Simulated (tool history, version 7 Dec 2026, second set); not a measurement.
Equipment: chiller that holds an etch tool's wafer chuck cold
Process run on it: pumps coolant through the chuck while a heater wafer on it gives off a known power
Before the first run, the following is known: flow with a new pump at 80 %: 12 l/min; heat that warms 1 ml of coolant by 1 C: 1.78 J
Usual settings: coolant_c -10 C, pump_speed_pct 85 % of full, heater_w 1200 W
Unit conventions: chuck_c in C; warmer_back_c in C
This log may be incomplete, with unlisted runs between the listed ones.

| run | hour | coolant_c | pump_speed_pct | heater_w | chuck_c | warmer_back_c |
|---|---|---|---|---|---|---|
| 1 | 0 | -10 | 85 | 1200 | -1.6 | 3.17 |
| 2 | 98.3 | -10 | 85 | 1200 | -1.6 | 3.14 |
| 3 | 141.6 | -10 | 85 | 1200 | -1.7 | 3.13 |
| 4 | 235.3 | -10 | 85 | 1449 | 0 | 3.72 |
| 5 | 319.5 | -10 | 85 | 1449 | 0 | 3.75 |
| 6 | 391.9 | -6 | 85 | 1449 | 4 | 3.71 |
| 7 | 469.9 | -6 | 99 | 1449 | 2.8 | 3.1 |
|  | 521.6 | coolant changed, channels flushed |
| 8 | 573.5 | -6 | 99 | 1449 | 2.9 | 3.11 |
| 9 | 651.2 | -10 | 75 | 1500 | 1.3 | 4.4 |
| 10 | 716.3 | -10 | 75 | 1500 | 1.5 | 4.37 |
| 11 | 796 | -10 | 75 | 1500 | 1.4 | 4.31 |

Branching from run 11: 5 alternative next runs. What would each branch give?
| A | 896.3 | -3 | 86 | 768 | ? | ? |
| B | 896.3 | -18 | 75 | 1500 | ? | ? |
| C | 896.3 | -10 | 85 | 1338 | ? | ? |
| D | 896.3 | -5 | 67 | 1200 | ? | ? |
| E | 896.3 | -3 | 90 | 1513 | ? | ? |

| run | chuck_c | warmer_back_c |
|---|---|---|
| A | 2.4 | 1.82 |
| B | -6.5 | 4.31 |
| C | -0.8 | 3.37 |
| D | 5 | 3.86 |
| E | 7 | 3.59 |
Stripped of hidden state, with their random variation kept, the same runs would have yielded:
| run | chuck_c | warmer_back_c |
|---|---|---|
| A | 2.4 | 1.98 |
| B | -6.5 | 4.47 |
| C | -0.8 | 3.54 |
| D | 4.9 | 4.03 |
| E | 7 | 3.76 |
